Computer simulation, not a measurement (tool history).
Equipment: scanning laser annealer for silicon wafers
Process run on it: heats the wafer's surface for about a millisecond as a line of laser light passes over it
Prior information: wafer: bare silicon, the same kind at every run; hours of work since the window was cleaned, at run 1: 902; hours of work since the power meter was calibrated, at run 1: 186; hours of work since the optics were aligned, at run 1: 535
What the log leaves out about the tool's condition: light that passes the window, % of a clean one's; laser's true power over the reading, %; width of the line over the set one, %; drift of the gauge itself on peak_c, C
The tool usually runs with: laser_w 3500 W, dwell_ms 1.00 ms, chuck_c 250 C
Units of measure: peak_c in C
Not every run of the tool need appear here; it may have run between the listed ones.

| run | day | laser_w | dwell_ms | chuck_c | hours of work since the window was cleaned | hours of work since the power meter was calibrated | hours of work since the optics were aligned | peak_c |
|---|---|---|---|---|---|---|---|---|
| 1 | 0.000 | 3500 | 1.00 | 250 | 902 | 186 | 535 | 939 |
| 2 | 0.212 | 3500 | 1.00 | 250 | 905 | 189 | 538 | 940 |
| 3 | 0.442 | 3500 | 1.00 | 250 | 908 | 192 | 541 | 940 |
| 4 | 0.783 | 3500 | 1.00 | 250 | 912 | 197 | 546 | 938 |
|  | 1.283 | window over the wafer cleaned |
| 5 | 1.362 | 3500 | 1.00 | 250 | 1 | 203 | 552 | 978 |
| 6 | 1.617 | 3500 | 1.00 | 250 | 4 | 207 | 556 | 974 |
| 7 | 1.925 | 3500 | 1.00 | 250 | 9 | 211 | 560 | 976 |
| 8 | 2.188 | 3500 | 1.00 | 250 | 12 | 214 | 563 | 975 |
| 9 | 2.546 | 3500 | 1.00 | 250 | 17 | 219 | 568 | 975 |
| 10 | 2.908 | 3015 | 1.00 | 250 | 22 | 224 | 573 | 873 |
| 11 | 3.321 | 3015 | 1.00 | 250 | 27 | 229 | 578 | 874 |
| 12 | 3.688 | 3015 | 1.00 | 250 | 32 | 234 | 583 | 874 |
| 13 | 4.088 | 3015 | 1.00 | 250 | 37 | 240 | 588 | 872 |
| 14 | 4.342 | 3015 | 1.02 | 250 | 41 | 243 | 592 | 878 |
| 15 | 4.562 | 3500 | 1.00 | 250 | 44 | 246 | 595 | 973 |
| 16 | 4.858 | 3500 | 1.00 | 250 | 48 | 250 | 599 | 971 |
| 17 | 5.179 | 3500 | 1.00 | 250 | 52 | 254 | 603 | 971 |
| 18 | 5.633 | 3500 | 1.00 | 250 | 58 | 260 | 609 | 974 |
| 19 | 6.092 | 3500 | 1.00 | 250 | 64 | 266 | 615 | 974 |
| 20 | 6.404 | 3500 | 1.00 | 250 | 68 | 270 | 619 | 972 |
| 21 | 6.638 | 2981 | 0.91 | 250 | 71 | 274 | 622 | 838 |
| 22 | 6.846 | 3214 | 1.00 | 283 | 74 | 276 | 625 | 942 |
| 23 | 7.225 | 3214 | 1.00 | 283 | 79 | 281 | 630 | 940 |
| 24 | 7.546 | 3214 | 1.00 | 283 | 83 | 286 | 635 | 946 |
| 25 | 7.783 | 3500 | 1.00 | 237 | 87 | 289 | 638 | 955 |
| 26 | 8.112 | 3633 | 0.93 | 264 | 91 | 293 | 642 | 990 |
| 27 | 8.350 | 3169 | 0.93 | 250 | 94 | 296 | 645 | 882 |
| 28 | 8.675 | 3169 | 0.93 | 250 | 98 | 301 | 650 | 881 |
| 29 | 9.042 | 3500 | 0.73 | 227 | 103 | 306 | 654 | 855 |
| 30 | 9.325 | 3261 | 1.19 | 250 | 107 | 309 | 658 | 973 |
| 31 | 9.604 | 3402 | 1.19 | 276 | 111 | 313 | 662 | 1031 |
| 32 | 10.104 | 3055 | 1.00 | 230 | 118 | 320 | 669 | 855 |
| 33 | 10.442 | 3500 | 0.79 | 250 | 122 | 324 | 673 | 896 |
| 34 | 10.933 | 3438 | 0.96 | 250 | 129 | 331 | 680 | 945 |
| 35 | 11.371 | 3438 | 0.96 | 250 | 134 | 337 | 686 | 944 |
| 36 | 11.592 | 3411 | 0.86 | 259 | 137 | 340 | 688 | 911 |
| 37 | 11.817 | 3560 | 0.86 | 264 | 140 | 343 | 691 | 948 |
| 38 | 12.029 | 3500 | 0.74 | 227 | 143 | 345 | 694 | 853 |
| 39 | 12.321 | 3500 | 0.74 | 227 | 147 | 349 | 698 | 854 |
| 40 | 12.717 | 3500 | 0.91 | 256 | 152 | 355 | 703 | 946 |

For some of the steps in peak_c from one run to the next: how much would appear even if the tool had no hidden state, given the settings, what came in and random variation, and how much remains for the hidden state plus any gauge scatter that the measured result and the result without hidden state don't share?
Run 2 -> 3: no setting touched and nothing written in the log between the runs. peak_c +0 C: hidden state +1, all else -1.
Run 4 -> 5: window over the wafer cleaned. peak_c +40 C: hidden state +35, all else +5.
Run 6 -> 7: no setting touched and nothing written in the log between the runs. peak_c +2 C: hidden state -1, all else +3.
Run 20 -> 21: laser_w 3500 -> 2981, dwell_ms 1.00 -> 0.91. peak_c -134 C: hidden state +1, all else -135.
Run 29 -> 30: laser_w 3500 -> 3261, dwell_ms 0.73 -> 1.19, chuck_c 227 -> 250. peak_c +118 C: hidden state -1, all else +119.
Run 31 -> 32: laser_w 3402 -> 3055, dwell_ms 1.19 -> 1.00, chuck_c 276 -> 230. peak_c -176 C: hidden state +1, all else -177.
